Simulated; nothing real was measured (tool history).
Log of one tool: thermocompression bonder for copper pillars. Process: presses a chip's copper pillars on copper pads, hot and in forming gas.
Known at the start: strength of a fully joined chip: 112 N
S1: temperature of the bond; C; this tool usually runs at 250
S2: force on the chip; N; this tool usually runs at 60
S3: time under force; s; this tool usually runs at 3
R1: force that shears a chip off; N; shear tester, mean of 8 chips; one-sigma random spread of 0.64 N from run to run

run,hour,S1,S2,S3,R1
1,0,250,60,3,40.7
2,18.8,250,60,3,41.6
3,39,250,60,3,39.6
4,54.8,250,60,3,39.4
5,66.9,250,60,3,40.1
6,83.3,250,60,3,40.3
7,99.6,250,60,3,40.7
8,123.4,250,60,3,40
9,150.6,250,60,3,40.1
10,165.8,250,60,3,38.7
11,194.7,250,60,3,40
12,214.6,250,60,3,39
13,234.3,250,60,3,39.7
14,256.2,250,60,3,40.1
15,278.8,250,60,3,39.9
16,304.7,250,60,3,39
17,325.2,250,60,3,39.5
# hour 328: forming gas filter changed
18,343.6,250,60,3,41.2
19,362.2,237,69,3,40.5
20,377.2,237,69,3,41.4
21,390.8,237,88,2,43.6
# hour 394.2: heater calibrated with a thermocouple chip
22,412.1,264,60,3,53.1
23,434.4,272,60,3,57.1
24,452.7,250,87,3,59.9
25,474.4,278,82,8,93.6
26,494.7,264,81,4,70.6
27,507.6,225,52,3,25.4
28,524,225,55,7,37.9
# hour 534.1: heater calibrated with a thermocouple chip, once more
29,555,239,37,5,23.9
30,570.2,239,37,5,23.3
31,585.7,250,39,2,21.4
32,606.7,251,39,4,27.5
33,630,250,56,6,47.4
34,655.1,250,56,6,47.4
35,675.1,250,46,3,29.8

3 ways to go on from here, each from the tool as it stands after run 35. What would each give?
A,701.3,279,78,3,?
B,701.3,253,60,3,?
C,701.3,280,81,4,?

run,R1
A,68.6
B,40.7
C,74.3
Without the tool's unlogged condition, the same runs would have read:
run,R1
A,70.4
B,41.2
C,76.7
